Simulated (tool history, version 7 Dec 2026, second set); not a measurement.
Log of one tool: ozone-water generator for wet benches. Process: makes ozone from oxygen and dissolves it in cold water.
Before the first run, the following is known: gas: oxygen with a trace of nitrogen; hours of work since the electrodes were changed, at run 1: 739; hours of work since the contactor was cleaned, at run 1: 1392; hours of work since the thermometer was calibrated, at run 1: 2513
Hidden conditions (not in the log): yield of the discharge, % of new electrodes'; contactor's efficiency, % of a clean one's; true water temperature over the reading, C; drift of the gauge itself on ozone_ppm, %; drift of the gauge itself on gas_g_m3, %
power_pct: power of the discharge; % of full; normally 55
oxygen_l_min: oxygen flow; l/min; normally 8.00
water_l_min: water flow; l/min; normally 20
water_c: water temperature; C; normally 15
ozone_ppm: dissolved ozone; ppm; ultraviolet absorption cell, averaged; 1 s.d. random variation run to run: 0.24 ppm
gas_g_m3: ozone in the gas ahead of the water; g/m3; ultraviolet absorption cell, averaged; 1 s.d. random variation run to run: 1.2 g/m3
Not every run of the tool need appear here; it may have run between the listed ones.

run,hour,power_pct,oxygen_l_min,water_l_min,water_c,hours of work since the electrodes were changed,hours of work since the contactor was cleaned,hours of work since the thermometer was calibrated,ozone_ppm,gas_g_m3
1,0.0,55,8.00,20,15,739,1392,2513,34.9,221.9
2,53.3,55,8.00,20,15,772,1425,2545,35.0,220.6
3,153.9,55,8.00,20,15,834,1487,2608,34.7,220.5
4,206.0,55,8.00,21,15,866,1520,2640,33.5,223.1
5,262.3,55,8.00,21,15,901,1555,2675,33.6,218.4
6,332.3,55,8.00,21,15,944,1598,2718,33.4,220.2
7,402.8,55,8.00,20,15,988,1641,2762,34.8,223.2
8,449.3,55,8.00,20,15,1017,1670,2790,34.4,220.9
9,561.1,55,10.69,20,16,1086,1739,2860,34.6,198.2
10,621.7,55,8.00,18,15,1123,1777,2897,36.6,221.3
11,674.8,55,8.00,31,7,1156,1810,2930,28.4,222.2
12,771.2,55,8.00,25,7,1216,1869,2990,33.2,218.5
13,833.9,55,8.00,25,7,1255,1908,3028,33.3,221.3
14,935.8,44,11.78,15,15,1318,1971,3091,33.3,156.4

3 ways to go on from here, each from the tool as it stands after run 14. What would each give?
A,997.4,55,8.00,28,15,1356,2009,3130,?,?
B,997.4,44,9.83,14,13,1356,2009,3130,?,?
C,997.4,96,8.51,20,15,1356,2009,3130,?,?

run,ozone_ppm,gas_g_m3
A,27.2,221.6
B,35.6,168.6
C,54.6,344.9
Without the tool's unlogged condition, the same runs would have read:
run,ozone_ppm,gas_g_m3
A,28.7,225.9
B,37.1,171.1
C,58.1,355.7
